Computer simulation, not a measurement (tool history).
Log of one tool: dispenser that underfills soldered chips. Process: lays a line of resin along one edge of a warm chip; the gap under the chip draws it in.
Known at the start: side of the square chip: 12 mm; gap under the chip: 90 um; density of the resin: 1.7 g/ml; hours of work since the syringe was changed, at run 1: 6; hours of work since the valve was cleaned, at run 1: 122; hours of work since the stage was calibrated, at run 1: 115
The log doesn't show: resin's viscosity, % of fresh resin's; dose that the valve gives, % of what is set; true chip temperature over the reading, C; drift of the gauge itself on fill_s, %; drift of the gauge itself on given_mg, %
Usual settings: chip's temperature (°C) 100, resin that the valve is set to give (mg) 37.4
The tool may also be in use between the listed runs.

run,hour,chip's temperature (°C),resin that the valve is set to give (mg),hours of work since the syringe was changed,hours of work since the valve was cleaned,hours of work since the stage was calibrated,time until the resin shows at the far edge (s),resin that the valve gave (mg)
1,0,100,37.4,6,122,115,184.5,35.08
# hour 1: new syringe of resin
2,8.3,100,37.4,5,128,121,173.6,35.2
# hour 10.8: new syringe of resin
3,16.5,100,37.4,4,134,127,160,34.8
# hour 20.5: new syringe of resin
4,25.9,114,37.4,4,141,134,102.1,34.85
# hour 30.3: new syringe of resin
# hour 31.3: dispensing valve cleaned and set on the balance
5,35.4,114,37.4,3,3,140,96.2,37.31
# hour 41.2: new syringe of resin
6,47.9,90,37.4,5,12,149,227.9,37.29
# hour 51.2: new syringe of resin
7,57.3,90,37.4,5,19,156,224.4,37.04
# hour 61.1: new syringe of resin
8,67.8,90,37.4,5,26,163,227.8,37.02
# hour 70.9: new syringe of resin
# hour 80.6: new syringe of resin
9,81.7,90,37.4,1,36,173,167.9,36.85
# hour 90: new syringe of resin
10,92.5,109,37.4,2,44,181,101,36.49
# hour 99.4: new syringe of resin
11,105,109,32.7,4,53,190,118.5,31.86
# hour 109.6: new syringe of resin
12,114.1,100,37.4,3,59,196,144.7,36.41
# hour 119.7: new syringe of resin
13,123.3,87,37.4,3,66,203,212.4,36.54
# hour 129.7: new syringe of resin
14,136,87,45.2,5,75,212,243.8,43.82
# hour 139.2: new syringe of resin
15,147.4,100,37.4,6,83,220,176.1,35.91
# hour 149: new syringe of resin
16,153.6,89,37.4,3,87,224,208.7,36.12
# hour 159.1: new syringe of resin
17,167.1,89,37.4,6,97,234,251,35.75
# hour 168.8: new syringe of resin
18,175.4,101,46.8,5,103,240,154.3,44.47
# hour 178.7: new syringe of resin
19,186.8,101,41.1,6,111,248,169,39.11
# hour 188.6: new syringe of resin
20,194.1,99,44.7,4,116,253,152.6,42.3
# hour 198.4: new syringe of resin
21,201.4,100,42.1,2,122,259,134.1,39.32
# hour 208.5: new syringe of resin
22,213.7,93,37.8,4,130,267,186.5,35.64
# hour 218: new syringe of resin
23,226.5,96,45.1,6,140,277,202.2,42.08
# hour 227.7: new syringe of resin
# hour 234.3: dispensing valve cleaned and set on the balance
24,235.3,104,32.7,5,1,282,143,32.46
# hour 238.2: new syringe of resin
# hour 248.2: new syringe of resin
25,249.1,104,32.7,1,10,292,108.6,32.43
# hour 258.1: new syringe of resin
26,260,110,38.7,1,18,300,91.1,38.4
# hour 267.8: new syringe of resin
27,269.4,110,46.9,1,25,306,92.9,45.85

Run 28 comes next. What will it give?
# hour 277.9: new syringe of resin
28,282.9,96,34.6,4,35,316,?,?

{"run 28": {"time until the resin shows at the far edge (s)": 168, "resin that the valve gave (mg)": 33.74}}
Without the tool's hidden state the same run would have given time until the resin shows at the far edge (s) 136.4, resin that the valve gave (mg) 34.47.

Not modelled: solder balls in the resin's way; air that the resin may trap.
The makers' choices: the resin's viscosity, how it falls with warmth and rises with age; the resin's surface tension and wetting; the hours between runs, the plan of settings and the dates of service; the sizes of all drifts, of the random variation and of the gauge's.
